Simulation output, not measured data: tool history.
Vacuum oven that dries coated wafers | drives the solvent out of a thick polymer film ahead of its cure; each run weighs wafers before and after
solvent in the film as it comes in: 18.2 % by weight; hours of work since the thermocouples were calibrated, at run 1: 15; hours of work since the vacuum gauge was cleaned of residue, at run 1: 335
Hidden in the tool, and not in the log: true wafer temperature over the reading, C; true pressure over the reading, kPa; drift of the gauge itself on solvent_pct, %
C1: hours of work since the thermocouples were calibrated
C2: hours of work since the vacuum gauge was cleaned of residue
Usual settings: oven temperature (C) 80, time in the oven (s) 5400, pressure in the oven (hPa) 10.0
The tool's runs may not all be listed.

run 1 hour=0.0 | oven_temperature_(C)=80 time_in_the_oven_(s)=5400 pressure_in_the_oven_(hPa)=10.0 | C1=15 C2=335 | solvent_left_in_the_film_(%)=2.07
run 2 hour=65.0 | oven_temperature_(C)=80 time_in_the_oven_(s)=5400 pressure_in_the_oven_(hPa)=10.0 | C1=66 C2=386 | solvent_left_in_the_film_(%)=2.08
run 3 hour=161.6 | oven_temperature_(C)=80 time_in_the_oven_(s)=5400 pressure_in_the_oven_(hPa)=10.0 | C1=142 C2=462 | solvent_left_in_the_film_(%)=2.05
run 4 hour=245.9 | oven_temperature_(C)=80 time_in_the_oven_(s)=5400 pressure_in_the_oven_(hPa)=10.0 | C1=208 C2=528 | solvent_left_in_the_film_(%)=2.07
run 5 hour=308.5 | oven_temperature_(C)=80 time_in_the_oven_(s)=3480 pressure_in_the_oven_(hPa)=10.0 | C1=257 C2=577 | solvent_left_in_the_film_(%)=3.78
run 6 hour=412.1 | oven_temperature_(C)=80 time_in_the_oven_(s)=4740 pressure_in_the_oven_(hPa)=10.0 | C1=338 C2=658 | solvent_left_in_the_film_(%)=2.49
run 7 hour=488.0 | oven_temperature_(C)=80 time_in_the_oven_(s)=4740 pressure_in_the_oven_(hPa)=10.0 | C1=397 C2=717 | solvent_left_in_the_film_(%)=2.48
run 8 hour=578.0 | oven_temperature_(C)=80 time_in_the_oven_(s)=4740 pressure_in_the_oven_(hPa)=10.0 | C1=468 C2=788 | solvent_left_in_the_film_(%)=2.53
run 9 hour=675.2 | oven_temperature_(C)=80 time_in_the_oven_(s)=4740 pressure_in_the_oven_(hPa)=10.0 | C1=544 C2=864 | solvent_left_in_the_film_(%)=2.48
run 10 hour=761.8 | oven_temperature_(C)=80 time_in_the_oven_(s)=4740 pressure_in_the_oven_(hPa)=10.0 | C1=612 C2=932 | solvent_left_in_the_film_(%)=2.49
run 11 hour=849.5 | oven_temperature_(C)=80 time_in_the_oven_(s)=5280 pressure_in_the_oven_(hPa)=10.0 | C1=680 C2=1000 | solvent_left_in_the_film_(%)=2.13
run 12 hour=916.3 | oven_temperature_(C)=80 time_in_the_oven_(s)=5400 pressure_in_the_oven_(hPa)=10.0 | C1=733 C2=1053 | solvent_left_in_the_film_(%)=2.04
-- hour=970.3 oven's thermocouples calibrated
run 13 hour=1014.9 | oven_temperature_(C)=80 time_in_the_oven_(s)=5400 pressure_in_the_oven_(hPa)=10.0 | C1=35 C2=1128 | solvent_left_in_the_film_(%)=2.06
run 14 hour=1119.4 | oven_temperature_(C)=80 time_in_the_oven_(s)=5400 pressure_in_the_oven_(hPa)=10.0 | C1=117 C2=1210 | solvent_left_in_the_film_(%)=2.07
run 15 hour=1181.2 | oven_temperature_(C)=75 time_in_the_oven_(s)=5400 pressure_in_the_oven_(hPa)=10.0 | C1=165 C2=1259 | solvent_left_in_the_film_(%)=3.58
run 16 hour=1242.6 | oven_temperature_(C)=75 time_in_the_oven_(s)=5400 pressure_in_the_oven_(hPa)=10.0 | C1=213 C2=1307 | solvent_left_in_the_film_(%)=3.58
run 17 hour=1347.8 | oven_temperature_(C)=80 time_in_the_oven_(s)=5400 pressure_in_the_oven_(hPa)=10.0 | C1=296 C2=1389 | solvent_left_in_the_film_(%)=2.10
run 18 hour=1434.5 | oven_temperature_(C)=80 time_in_the_oven_(s)=5400 pressure_in_the_oven_(hPa)=10.0 | C1=364 C2=1457 | solvent_left_in_the_film_(%)=2.08
run 19 hour=1546.1 | oven_temperature_(C)=69 time_in_the_oven_(s)=5400 pressure_in_the_oven_(hPa)=10.0 | C1=451 C2=1544 | solvent_left_in_the_film_(%)=5.91
run 20 hour=1647.1 | oven_temperature_(C)=69 time_in_the_oven_(s)=5400 pressure_in_the_oven_(hPa)=10.0 | C1=530 C2=1623 | solvent_left_in_the_film_(%)=5.90
run 21 hour=1732.2 | oven_temperature_(C)=69 time_in_the_oven_(s)=5400 pressure_in_the_oven_(hPa)=10.0 | C1=597 C2=1690 | solvent_left_in_the_film_(%)=5.90
run 22 hour=1817.4 | oven_temperature_(C)=69 time_in_the_oven_(s)=5400 pressure_in_the_oven_(hPa)=10.0 | C1=663 C2=1757 | solvent_left_in_the_film_(%)=5.92
run 23 hour=1885.7 | oven_temperature_(C)=69 time_in_the_oven_(s)=5400 pressure_in_the_oven_(hPa)=10.0 | C1=717 C2=1810 | solvent_left_in_the_film_(%)=5.92
-- hour=1938.1 vacuum gauge cleaned of residue and calibrated
-- hour=1966.4 oven's thermocouples calibrated
run 24 hour=2004.8 | oven_temperature_(C)=69 time_in_the_oven_(s)=5400 pressure_in_the_oven_(hPa)=10.0 | C1=30 C2=51 | solvent_left_in_the_film_(%)=5.93
run 25 hour=2096.9 | oven_temperature_(C)=82 time_in_the_oven_(s)=8700 pressure_in_the_oven_(hPa)=13.9 | C1=102 C2=123 | solvent_left_in_the_film_(%)=1.16
run 26 hour=2227.9 | oven_temperature_(C)=79 time_in_the_oven_(s)=5400 pressure_in_the_oven_(hPa)=21.0 | C1=205 C2=225 | solvent_left_in_the_film_(%)=3.13
run 27 hour=2351.1 | oven_temperature_(C)=82 time_in_the_oven_(s)=3300 pressure_in_the_oven_(hPa)=22.2 | C1=301 C2=322 | solvent_left_in_the_film_(%)=4.07
run 28 hour=2467.9 | oven_temperature_(C)=82 time_in_the_oven_(s)=3300 pressure_in_the_oven_(hPa)=22.2 | C1=393 C2=413 | solvent_left_in_the_film_(%)=4.09
run 29 hour=2579.5 | oven_temperature_(C)=82 time_in_the_oven_(s)=3300 pressure_in_the_oven_(hPa)=22.2 | C1=480 C2=501 | solvent_left_in_the_film_(%)=4.07
run 30 hour=2706.6 | oven_temperature_(C)=82 time_in_the_oven_(s)=3300 pressure_in_the_oven_(hPa)=22.2 | C1=580 C2=600 | solvent_left_in_the_film_(%)=4.08
run 31 hour=2815.5 | oven_temperature_(C)=82 time_in_the_oven_(s)=3300 pressure_in_the_oven_(hPa)=22.2 | C1=665 C2=686 | solvent_left_in_the_film_(%)=4.09
run 32 hour=2887.8 | oven_temperature_(C)=82 time_in_the_oven_(s)=5400 pressure_in_the_oven_(hPa)=10.0 | C1=722 C2=742 | solvent_left_in_the_film_(%)=1.60
-- hour=2959.6 oven's thermocouples calibrated
run 33 hour=2983.6 | oven_temperature_(C)=72 time_in_the_oven_(s)=5400 pressure_in_the_oven_(hPa)=10.0 | C1=19 C2=816 | solvent_left_in_the_film_(%)=4.68
run 34 hour=3046.0 | oven_temperature_(C)=72 time_in_the_oven_(s)=5400 pressure_in_the_oven_(hPa)=10.0 | C1=68 C2=865 | solvent_left_in_the_film_(%)=4.68
run 35 hour=3163.1 | oven_temperature_(C)=65 time_in_the_oven_(s)=5400 pressure_in_the_oven_(hPa)=6.0 | C1=159 C2=956 | solvent_left_in_the_film_(%)=7.20
run 36 hour=3239.4 | oven_temperature_(C)=92 time_in_the_oven_(s)=5400 pressure_in_the_oven_(hPa)=26.0 | C1=219 C2=1016 | solvent_left_in_the_film_(%)=1.35
run 37 hour=3359.0 | oven_temperature_(C)=92 time_in_the_oven_(s)=5400 pressure_in_the_oven_(hPa)=6.0 | C1=313 C2=1110 | solvent_left_in_the_film_(%)=0.38
run 38 hour=3415.5 | oven_temperature_(C)=92 time_in_the_oven_(s)=5400 pressure_in_the_oven_(hPa)=6.0 | C1=357 C2=1154 | solvent_left_in_the_film_(%)=0.37
run 39 hour=3501.8 | oven_temperature_(C)=89 time_in_the_oven_(s)=4980 pressure_in_the_oven_(hPa)=17.2 | C1=425 C2=1221 | solvent_left_in_the_film_(%)=1.18
run 40 hour=3615.5 | oven_temperature_(C)=70 time_in_the_oven_(s)=2760 pressure_in_the_oven_(hPa)=5.8 | C1=514 C2=1310 | solvent_left_in_the_film_(%)=8.58
run 41 hour=3741.5 | oven_temperature_(C)=70 time_in_the_oven_(s)=2760 pressure_in_the_oven_(hPa)=5.8 | C1=612 C2=1409 | solvent_left_in_the_film_(%)=8.52
run 42 hour=3817.9 | oven_temperature_(C)=73 time_in_the_oven_(s)=5400 pressure_in_the_oven_(hPa)=10.0 | C1=672 C2=1469 | solvent_left_in_the_film_(%)=4.28
run 43 hour=3937.3 | oven_temperature_(C)=73 time_in_the_oven_(s)=5400 pressure_in_the_oven_(hPa)=10.0 | C1=766 C2=1563 | solvent_left_in_the_film_(%)=4.27
-- hour=3958.1 oven's thermocouples calibrated
run 44 hour=4049.5 | oven_temperature_(C)=78 time_in_the_oven_(s)=3480 pressure_in_the_oven_(hPa)=23.0 | C1=72 C2=1649 | solvent_left_in_the_film_(%)=5.43
run 45 hour=4171.0 | oven_temperature_(C)=74 time_in_the_oven_(s)=3240 pressure_in_the_oven_(hPa)=15.1 | C1=167 C2=1744 | solvent_left_in_the_film_(%)=6.84
run 46 hour=4262.2 | oven_temperature_(C)=74 time_in_the_oven_(s)=3240 pressure_in_the_oven_(hPa)=15.1 | C1=238 C2=1815 | solvent_left_in_the_film_(%)=6.79
-- hour=4305.3 vacuum gauge cleaned of residue and calibrated
run 47 hour=4346.8 | oven_temperature_(C)=70 time_in_the_oven_(s)=3060 pressure_in_the_oven_(hPa)=30.9 | C1=303 C2=32 | solvent_left_in_the_film_(%)=9.73

Forecast each of these 3 alternatives for the next run:
run A hour=4449.8 | oven_temperature_(C)=67 time_in_the_oven_(s)=4320 pressure_in_the_oven_(hPa)=16.8 | C1=384 C2=113 | solvent_left_in_the_film_(%)=?
run B hour=4449.8 | oven_temperature_(C)=70 time_in_the_oven_(s)=3060 pressure_in_the_oven_(hPa)=30.4 | C1=384 C2=113 | solvent_left_in_the_film_(%)=?
run C hour=4449.8 | oven_temperature_(C)=87 time_in_the_oven_(s)=5400 pressure_in_the_oven_(hPa)=10.0 | C1=384 C2=113 | solvent_left_in_the_film_(%)=?

run=A solvent_left_in_the_film_(%)=8.38
run=B solvent_left_in_the_film_(%)=9.68
run=C solvent_left_in_the_film_(%)=0.87
Without the tool's hidden state the same runs would have given:
run=A solvent_left_in_the_film_(%)=8.39
run=B solvent_left_in_the_film_(%)=9.69
run=C solvent_left_in_the_film_(%)=0.88

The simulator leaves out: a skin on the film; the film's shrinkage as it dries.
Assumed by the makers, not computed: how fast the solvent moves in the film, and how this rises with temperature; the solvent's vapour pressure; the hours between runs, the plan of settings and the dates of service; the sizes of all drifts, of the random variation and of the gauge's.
